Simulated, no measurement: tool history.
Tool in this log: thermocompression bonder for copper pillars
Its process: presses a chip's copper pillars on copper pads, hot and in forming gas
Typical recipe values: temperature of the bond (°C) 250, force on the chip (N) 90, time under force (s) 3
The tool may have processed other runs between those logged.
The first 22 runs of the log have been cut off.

run,hour,temperature of the bond (°C),force on the chip (N),time under force (s),force that shears a chip off (N)
23,475.8,229,108,5,63.4
24,490.5,275,108,6,88.3
25,512,222,102,9,67.1
26,530.5,222,104,8,63.7
27,550.1,222,104,8,64.3
28,568.2,222,71,2,30.7
29,581.2,222,71,2,31
30,603.7,233,95,3,50.5
31,630.9,226,68,2,30.9

Alternative continuations, all from the tool just after run 31; predict every row:
A,642.3,231,90,7,?
B,642.3,226,68,7,?
C,642.3,223,104,4,?
D,642.3,280,74,3,?
E,642.3,276,68,3,?

run,force that shears a chip off (N)
A,61.4
B,48.9
C,51.2
D,67.5
E,63.8
Without the tool's hidden state the same runs would have given:
run,force that shears a chip off (N)
A,65.7
B,52.4
C,54.9
D,72.4
E,68.2
